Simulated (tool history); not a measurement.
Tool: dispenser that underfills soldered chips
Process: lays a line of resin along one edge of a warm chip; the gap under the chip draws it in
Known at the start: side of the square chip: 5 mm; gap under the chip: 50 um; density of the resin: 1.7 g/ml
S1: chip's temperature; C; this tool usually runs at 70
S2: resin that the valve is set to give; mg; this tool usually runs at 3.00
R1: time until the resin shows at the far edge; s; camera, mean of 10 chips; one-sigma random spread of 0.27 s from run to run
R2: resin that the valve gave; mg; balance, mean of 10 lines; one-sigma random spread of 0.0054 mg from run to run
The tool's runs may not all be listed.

run 1 hour=0.0 | S1=70 S2=3.00 | R1=13.4 R2=2.895
run 2 hour=5.8 | S1=81 S2=3.00 | R1=9.7 R2=2.897
-- hour=9.2 new syringe of resin
run 3 hour=13.9 | S1=70 S2=2.98 | R1=15.1 R2=2.883
-- hour=17.9 new syringe of resin
run 4 hour=21.4 | S1=70 S2=2.82 | R1=14.2 R2=2.720
-- hour=23.3 dispensing valve cleaned and set on the balance
-- hour=28.0 new syringe of resin
run 5 hour=29.6 | S1=70 S2=3.56 | R1=13.2 R2=3.542
run 6 hour=34.6 | S1=70 S2=3.56 | R1=14.5 R2=3.539
-- hour=37.5 new syringe of resin
run 7 hour=43.8 | S1=70 S2=3.56 | R1=14.5 R2=3.523
-- hour=46.3 new syringe of resin
run 8 hour=52.4 | S1=59 S2=3.00 | R1=24.4 R2=2.963
-- hour=55.5 new syringe of resin
run 9 hour=58.7 | S1=70 S2=3.00 | R1=13.8 R2=2.959
-- hour=64.5 new syringe of resin
run 10 hour=68.5 | S1=70 S2=2.93 | R1=14.8 R2=2.887
-- hour=73.9 new syringe of resin
run 11 hour=76.5 | S1=70 S2=2.93 | R1=13.2 R2=2.878
-- hour=83.2 new syringe of resin
run 12 hour=84.6 | S1=70 S2=3.29 | R1=13.3 R2=3.220
-- hour=92.3 new syringe of resin
run 13 hour=97.0 | S1=70 S2=3.29 | R1=14.0 R2=3.212
-- hour=101.3 new syringe of resin
run 14 hour=104.5 | S1=70 S2=3.29 | R1=13.7 R2=3.193
-- hour=110.0 new syringe of resin
run 15 hour=117.0 | S1=70 S2=3.29 | R1=15.3 R2=3.176
-- hour=119.5 new syringe of resin
run 16 hour=125.2 | S1=68 S2=3.00 | R1=16.3 R2=2.886
-- hour=128.1 new syringe of resin
run 17 hour=134.1 | S1=68 S2=3.00 | R1=16.0 R2=2.884
-- hour=137.3 new syringe of resin
-- hour=144.0 dispensing valve cleaned and set on the balance
-- hour=147.3 new syringe of resin
run 18 hour=147.7 | S1=59 S2=2.85 | R1=19.8 R2=2.861
-- hour=156.2 new syringe of resin
run 19 hour=156.8 | S1=59 S2=2.85 | R1=20.4 R2=2.854
run 20 hour=162.2 | S1=59 S2=2.85 | R1=24.3 R2=2.834
-- hour=165.1 new syringe of resin
run 21 hour=172.1 | S1=59 S2=2.85 | R1=25.4 R2=2.828
-- hour=174.4 new syringe of resin
run 22 hour=178.3 | S1=59 S2=2.85 | R1=22.4 R2=2.829
-- hour=183.5 new syringe of resin
run 23 hour=185.9 | S1=83 S2=3.61 | R1=7.7 R2=3.567
-- hour=192.4 new syringe of resin
run 24 hour=192.9 | S1=57 S2=3.00 | R1=22.5 R2=2.964
run 25 hour=199.3 | S1=78 S2=3.22 | R1=10.6 R2=3.175
-- hour=201.1 new syringe of resin
-- hour=210.2 new syringe of resin
run 26 hour=210.2 | S1=64 S2=2.96 | R1=16.6 R2=2.909
-- hour=219.1 new syringe of resin
run 27 hour=222.3 | S1=55 S2=2.61 | R1=28.0 R2=2.544
-- hour=227.9 new syringe of resin
run 28 hour=230.0 | S1=84 S2=2.55 | R1=8.0 R2=2.479
-- hour=237.1 new syringe of resin
run 29 hour=237.4 | S1=73 S2=3.00 | R1=11.8 R2=2.915
run 30 hour=244.0 | S1=73 S2=3.00 | R1=13.8 R2=2.906
-- hour=246.0 new syringe of resin
-- hour=254.7 new syringe of resin
run 31 hour=256.0 | S1=80 S2=3.55 | R1=8.2 R2=3.421
-- hour=263.8 new syringe of resin
-- hour=264.8 dispensing valve cleaned and set on the balance
run 32 hour=267.1 | S1=80 S2=3.55 | R1=8.9 R2=3.568
run 33 hour=272.2 | S1=59 S2=3.00 | R1=24.1 R2=3.001
-- hour=273.5 new syringe of resin
-- hour=282.4 new syringe of resin
run 34 hour=282.4 | S1=59 S2=3.00 | R1=20.0 R2=2.996

Each row is a separate what-if for the run after 34, all from the same tool condition, not one after another. Results?
run A hour=287.4 | S1=76 S2=3.00 | R1=? R2=?
run B hour=287.4 | S1=71 S2=3.89 | R1=? R2=?
run C hour=287.4 | S1=68 S2=3.54 | R1=? R2=?
run D hour=287.4 | S1=77 S2=3.28 | R1=? R2=?

run=A R1=11.1 R2=2.988
run=B R1=13.1 R2=3.886
run=C R1=15.3 R2=3.526
run=D R1=10.7 R2=3.273
Take away the tool's hidden state, keep each run's random variation, and the runs would have read:
run=A R1=10.4 R2=2.996
run=B R1=12.3 R2=3.896
run=C R1=14.4 R2=3.536
run=D R1=10.0 R2=3.282
